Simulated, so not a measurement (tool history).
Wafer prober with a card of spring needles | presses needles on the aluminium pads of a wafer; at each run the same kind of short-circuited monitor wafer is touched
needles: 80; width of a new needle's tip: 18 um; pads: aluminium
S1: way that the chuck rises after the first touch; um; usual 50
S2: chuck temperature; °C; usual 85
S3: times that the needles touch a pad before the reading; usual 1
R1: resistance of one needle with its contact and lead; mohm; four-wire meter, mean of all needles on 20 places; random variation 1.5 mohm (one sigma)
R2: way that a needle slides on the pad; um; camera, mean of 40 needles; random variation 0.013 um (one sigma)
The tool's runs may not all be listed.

run	hour	S1	S2	S3	R1	R2
1	0.0	50	85	1	138	7.35
# hour 12.7: tips cleaned on abrasive film
# hour 24.8: tips cleaned on abrasive film
2	25.5	50	85	1	135	7.35
# hour 27.9: height of the first contact set anew
# hour 37.3: tips cleaned on abrasive film
# hour 48.8: tips cleaned on abrasive film
3	56.2	50	85	1	136	7.35
# hour 61.4: tips cleaned on abrasive film
# hour 73.1: tips cleaned on abrasive film
4	77.0	50	85	1	141	7.37
# hour 84.0: tips cleaned on abrasive film
# hour 94.8: tips cleaned on abrasive film
# hour 107.1: tips cleaned on abrasive film
5	114.8	61	85	1	133	8.99
# hour 120.0: tips cleaned on abrasive film
# hour 132.2: tips cleaned on abrasive film
# hour 144.1: tips cleaned on abrasive film
6	151.7	61	85	1	135	8.99
# hour 156.9: tips cleaned on abrasive film
# hour 167.6: tips cleaned on abrasive film
# hour 179.1: tips cleaned on abrasive film
# hour 186.6: height of the first contact set anew
7	187.9	50	85	1	137	7.39
# hour 190.5: tips cleaned on abrasive film
# hour 202.3: tips cleaned on abrasive film
# hour 213.6: tips cleaned on abrasive film
8	223.7	50	85	1	138	7.40
# hour 226.4: tips cleaned on abrasive film
# hour 239.1: tips cleaned on abrasive film
# hour 250.6: tips cleaned on abrasive film
# hour 261.5: tips cleaned on abrasive film
9	262.9	50	85	1	136	7.38
# hour 272.5: tips cleaned on abrasive film
10	281.5	50	85	1	139	7.39
# hour 284.0: tips cleaned on abrasive film
# hour 295.0: tips cleaned on abrasive film
# hour 306.8: tips cleaned on abrasive film
# hour 318.3: tips cleaned on abrasive film
11	321.2	50	85	1	138	7.41
# hour 329.0: tips cleaned on abrasive film
# hour 341.3: tips cleaned on abrasive film
# hour 346.8: height of the first contact set anew
12	351.0	50	85	1	138	7.41
# hour 353.0: tips cleaned on abrasive film
# hour 365.2: tips cleaned on abrasive film
# hour 376.6: tips cleaned on abrasive film
# hour 387.1: tips cleaned on abrasive film
13	389.5	50	85	1	140	7.42
# hour 399.8: tips cleaned on abrasive film
14	406.6	50	85	2	138	7.44
# hour 410.8: tips cleaned on abrasive film
# hour 421.3: tips cleaned on abrasive film
15	425.1	50	85	2	139	7.42
# hour 434.2: tips cleaned on abrasive film
# hour 446.2: tips cleaned on abrasive film
16	450.6	38	104	3	148	5.67
# hour 457.4: tips cleaned on abrasive film
# hour 469.6: tips cleaned on abrasive film
# hour 481.1: tips cleaned on abrasive film
17	481.1	37	30	3	134	5.51
# hour 491.4: tips cleaned on abrasive film
# hour 503.4: tips cleaned on abrasive film
# hour 506.3: height of the first contact set anew
# hour 514.0: tips cleaned on abrasive film
18	514.9	37	30	2	133	5.52
# hour 525.3: tips cleaned on abrasive film
# hour 536.4: tips cleaned on abrasive film
19	536.4	50	51	3	134	7.45
# hour 549.2: tips cleaned on abrasive film
# hour 561.1: tips cleaned on abrasive film
20	563.7	50	85	2	140	7.46
# hour 573.1: tips cleaned on abrasive film
# hour 585.4: tips cleaned on abrasive film
# hour 596.8: tips cleaned on abrasive film
21	596.8	50	77	1	137	7.47
# hour 608.6: tips cleaned on abrasive film
# hour 620.3: tips cleaned on abrasive film
22	628.2	47	120	1	149	7.01
# hour 630.8: tips cleaned on abrasive film
# hour 642.7: tips cleaned on abrasive film
# hour 654.9: tips cleaned on abrasive film
# hour 665.0: height of the first contact set anew
23	665.4	42	95	1	142	6.28
# hour 668.0: tips cleaned on abrasive film
# hour 675.7: gauge calibrated
# hour 679.8: tips cleaned on abrasive film
24	684.6	67	83	1	135	9.85
# hour 691.8: tips cleaned on abrasive film
# hour 703.2: tips cleaned on abrasive film
25	713.3	42	106	1	146	6.15
# hour 715.7: tips cleaned on abrasive film
# hour 726.8: tips cleaned on abrasive film
# hour 738.7: tips cleaned on abrasive film
26	742.5	48	42	2	132	7.06
# hour 749.6: tips cleaned on abrasive film
# hour 762.5: tips cleaned on abrasive film
# hour 773.4: tips cleaned on abrasive film
27	779.3	48	42	2	136	7.05
# hour 784.6: tips cleaned on abrasive film
# hour 796.9: tips cleaned on abrasive film
28	798.1	48	81	2	138	7.08

The next listed run, before its measurement:
# hour 808.5: tips cleaned on abrasive film
# hour 820.2: tips cleaned on abrasive film
# hour 824.6: height of the first contact set anew
29	824.9	51	43	1	?	?

R1: 133 mohm
R2: 7.53 um
Without the tool's hidden state the same run would have given R1 132 mohm, R2 7.49 um.
